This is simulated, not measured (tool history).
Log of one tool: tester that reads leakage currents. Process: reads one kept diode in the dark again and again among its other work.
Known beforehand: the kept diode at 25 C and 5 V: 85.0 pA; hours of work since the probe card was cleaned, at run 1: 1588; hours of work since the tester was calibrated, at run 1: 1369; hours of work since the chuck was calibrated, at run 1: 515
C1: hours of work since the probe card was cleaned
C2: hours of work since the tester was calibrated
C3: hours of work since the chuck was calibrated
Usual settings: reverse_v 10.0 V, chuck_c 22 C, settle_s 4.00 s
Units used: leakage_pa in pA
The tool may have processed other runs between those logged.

run 1 hour=0.0 | reverse_v=10.0 chuck_c=22 settle_s=4.00 | C1=1588 C2=1369 C3=515 | leakage_pa=96.66
run 2 hour=105.8 | reverse_v=10.0 chuck_c=30 settle_s=4.00 | C1=1631 C2=1412 C3=558 | leakage_pa=175.21
run 3 hour=158.0 | reverse_v=10.0 chuck_c=31 settle_s=4.00 | C1=1652 C2=1434 C3=579 | leakage_pa=188.15
run 4 hour=281.2 | reverse_v=10.0 chuck_c=31 settle_s=4.00 | C1=1703 C2=1484 C3=630 | leakage_pa=189.13
run 5 hour=365.5 | reverse_v=10.0 chuck_c=31 settle_s=4.02 | C1=1737 C2=1518 C3=664 | leakage_pa=188.65
-- hour=403.0 chuck's temperature calibrated
run 6 hour=430.3 | reverse_v=10.0 chuck_c=39 settle_s=4.02 | C1=1763 C2=1544 C3=11 | leakage_pa=333.27
run 7 hour=546.7 | reverse_v=10.0 chuck_c=55 settle_s=6.06 | C1=1810 C2=1592 C3=59 | leakage_pa=946.05
run 8 hour=637.3 | reverse_v=3.8 chuck_c=55 settle_s=2.47 | C1=1847 C2=1629 C3=96 | leakage_pa=587.23
run 9 hour=693.3 | reverse_v=3.8 chuck_c=55 settle_s=2.47 | C1=1870 C2=1652 C3=119 | leakage_pa=581.88
run 10 hour=765.7 | reverse_v=18.9 chuck_c=33 settle_s=4.00 | C1=1900 C2=1681 C3=148 | leakage_pa=298.71
run 11 hour=863.5 | reverse_v=18.9 chuck_c=33 settle_s=4.00 | C1=1940 C2=1721 C3=188 | leakage_pa=299.90

Hidden state or all else? Some run-to-run changes of leakage_pa, split into what the settings, what came in and random variation would give without the hidden state, and what is left for the hidden state (with any gauge scatter that isn't in both results):
The tool's hidden condition here consists of: stray current of the dirty probe card, pA a volt; current scale over the true one, %; true chuck temperature over the reading, C; drift of the gauge itself on leakage_pa, %.
Run 5 -> 6: chuck_c 31 -> 39, chuck's temperature calibrated. leakage_pa +144.62 pA: hidden state -0.14, all else +144.76.
Run 6 -> 7: chuck_c 39 -> 55, settle_s 4.02 -> 6.06. leakage_pa +612.78 pA: hidden state +0.09, all else +612.69.

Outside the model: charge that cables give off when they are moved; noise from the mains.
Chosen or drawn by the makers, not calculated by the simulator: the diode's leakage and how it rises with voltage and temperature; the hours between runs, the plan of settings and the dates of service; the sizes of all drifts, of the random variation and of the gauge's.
